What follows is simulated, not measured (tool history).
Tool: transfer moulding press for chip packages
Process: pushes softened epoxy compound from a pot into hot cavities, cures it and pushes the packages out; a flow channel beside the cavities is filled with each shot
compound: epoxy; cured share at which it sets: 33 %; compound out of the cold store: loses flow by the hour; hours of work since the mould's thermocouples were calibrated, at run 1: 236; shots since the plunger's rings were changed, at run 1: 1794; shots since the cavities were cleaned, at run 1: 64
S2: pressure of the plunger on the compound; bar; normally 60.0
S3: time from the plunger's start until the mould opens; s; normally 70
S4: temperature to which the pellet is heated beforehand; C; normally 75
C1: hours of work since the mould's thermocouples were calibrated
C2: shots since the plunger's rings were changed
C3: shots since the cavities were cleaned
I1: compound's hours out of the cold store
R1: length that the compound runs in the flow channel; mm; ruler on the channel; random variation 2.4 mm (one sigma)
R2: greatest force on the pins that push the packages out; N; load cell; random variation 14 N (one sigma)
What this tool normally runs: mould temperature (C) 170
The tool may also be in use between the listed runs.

run 1 hour=0.0 | mould_temperature_(C)=170 S2=60.0 S3=70 S4=75 | C1=236 C2=1794 C3=64 | I1=28.6 | R1=532 R2=725
run 2 hour=14.3 | mould_temperature_(C)=170 S2=60.0 S3=70 S4=75 | C1=246 C2=2055 C3=325 | I1=29.7 | R1=527 R2=813
-- hour=22.5 cavities cleaned with cleaning compound and waxed
-- hour=48.2 cavities cleaned with cleaning compound and waxed
run 3 hour=48.7 | mould_temperature_(C)=170 S2=60.0 S3=70 S4=75 | C1=270 C2=2629 C3=9 | I1=13.9 | R1=561 R2=727
-- hour=75.2 cavities cleaned with cleaning compound and waxed
run 4 hour=75.2 | mould_temperature_(C)=170 S2=60.0 S3=70 S4=76 | C1=288 C2=3085 C3=0 | I1=11.3 | R1=561 R2=727
-- hour=86.9 plunger's sealing rings changed
run 5 hour=97.2 | mould_temperature_(C)=170 S2=60.0 S3=70 S4=76 | C1=303 C2=188 C3=355 | I1=31.0 | R1=534 R2=811
-- hour=104.8 cavities cleaned with cleaning compound and waxed
-- hour=131.8 cavities cleaned with cleaning compound and waxed
run 6 hour=131.8 | mould_temperature_(C)=170 S2=60.0 S3=70 S4=76 | C1=326 C2=767 C3=0 | I1=40.2 | R1=516 R2=640
run 7 hour=146.8 | mould_temperature_(C)=170 S2=52.1 S3=70 S4=76 | C1=337 C2=1040 C3=273 | I1=31.9 | R1=491 R2=790
-- hour=157.8 cavities cleaned with cleaning compound and waxed
run 8 hour=179.4 | mould_temperature_(C)=170 S2=52.1 S3=70 S4=76 | C1=360 C2=1608 C3=394 | I1=43.6 | R1=468 R2=811
-- hour=184.2 cavities cleaned with cleaning compound and waxed
-- hour=209.4 cavities cleaned with cleaning compound and waxed
run 9 hour=212.8 | mould_temperature_(C)=170 S2=52.1 S3=70 S4=76 | C1=383 C2=2164 C3=63 | I1=40.1 | R1=474 R2=650
-- hour=236.4 cavities cleaned with cleaning compound and waxed
run 10 hour=240.9 | mould_temperature_(C)=170 S2=60.0 S3=58 S4=75 | C1=402 C2=2648 C3=81 | I1=47.3 | R1=486 R2=1067
run 11 hour=255.9 | mould_temperature_(C)=170 S2=60.0 S3=70 S4=74 | C1=414 C2=2922 C3=355 | I1=43.8 | R1=494 R2=759
-- hour=262.1 cavities cleaned with cleaning compound and waxed
-- hour=278.0 plunger's sealing rings changed
run 12 hour=283.2 | mould_temperature_(C)=170 S2=60.0 S3=57 S4=75 | C1=431 C2=93 C3=339 | I1=40.4 | R1=517 R2=1312
-- hour=290.5 cavities cleaned with cleaning compound and waxed
run 13 hour=310.8 | mould_temperature_(C)=170 S2=56.5 S3=98 S4=75 | C1=450 C2=571 C3=371 | I1=17.1 | R1=547 R2=395
-- hour=316.1 cavities cleaned with cleaning compound and waxed
run 14 hour=325.2 | mould_temperature_(C)=170 S2=56.5 S3=98 S4=75 | C1=460 C2=807 C3=167 | I1=43.5 | R1=489 R2=364
-- hour=342.6 cavities cleaned with cleaning compound and waxed
run 15 hour=357.0 | mould_temperature_(C)=173 S2=56.5 S3=98 S4=75 | C1=482 C2=1358 C3=263 | I1=40.0 | R1=488 R2=353
-- hour=368.8 cavities cleaned with cleaning compound and waxed
run 16 hour=372.9 | mould_temperature_(C)=173 S2=56.5 S3=98 S4=75 | C1=493 C2=1622 C3=75 | I1=10.9 | R1=554 R2=328
-- hour=394.2 cavities cleaned with cleaning compound and waxed
run 17 hour=399.2 | mould_temperature_(C)=170 S2=60.0 S3=63 S4=75 | C1=511 C2=2076 C3=93 | I1=47.8 | R1=488 R2=896
run 18 hour=414.8 | mould_temperature_(C)=164 S2=71.5 S3=71 S4=71 | C1=523 C2=2360 C3=377 | I1=8.8 | R1=636 R2=1275

What will run 19 give?
-- hour=422.0 cavities cleaned with cleaning compound and waxed
run 19 hour=431.2 | mould_temperature_(C)=164 S2=56.6 S3=70 S4=78 | C1=534 C2=2631 C3=167 | I1=14.5 | R1=? R2=?

{"run 19": {"R1": 548, "R2": 1073}}
Without the tool's hidden state the same run would have given R1 568 mm, R2 966 N.
